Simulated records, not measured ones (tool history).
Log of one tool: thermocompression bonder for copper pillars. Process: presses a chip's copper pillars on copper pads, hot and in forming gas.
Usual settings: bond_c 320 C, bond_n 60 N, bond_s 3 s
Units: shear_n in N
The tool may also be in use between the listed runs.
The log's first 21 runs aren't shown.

run,hour,bond_c,bond_n,bond_s,hours of work since the heater was calibrated,hours of work since the force cell was calibrated,hours of work since the gas filter was changed,shear_n
22,169,319,60,6,385,986,69,81.3
23,177.6,310,60,6,392,993,76,74.7
24,183.8,313,52,7,397,998,80,74.2
25,191.7,309,89,4,403,1004,87,78
26,201.3,309,89,4,410,1011,94,78.5
27,206,309,89,4,414,1015,98,78.6
# hour 208.4: force cell calibrated
28,216.3,330,60,2,421,6,104,66.1
29,225.3,303,53,2,428,13,111,43.1
30,230.2,339,72,4,432,17,115,89.9
31,235.5,319,60,2,436,21,119,58.4
# hour 238.1: force cell calibrated, once more
32,245.9,322,60,7,443,6,126,86.1
33,255.8,320,59,4,450,14,134,73.2
34,265.7,320,47,3,458,22,142,59.7
35,275.5,320,47,3,466,29,149,59.1
36,282.9,317,69,6,471,35,155,84.6
37,289.9,317,69,6,477,40,160,84.9
38,297.7,348,88,5,483,46,167,100.2
39,305.9,320,49,8,489,53,173,78.7

4 ways to go on from here, each from the tool as it stands after run 39. What would each give?
A,311.9,320,60,6,494,57,178,?
B,311.9,320,40,6,494,57,178,?
C,311.9,320,49,2,494,57,178,?
D,311.9,298,48,3,494,57,178,?

run,shear_n
A,81
B,66.7
C,52.2
D,44.7
Without the tool's hidden state the same runs would have given:
run,shear_n
A,82.2
B,67.2
C,52.2
D,44.4
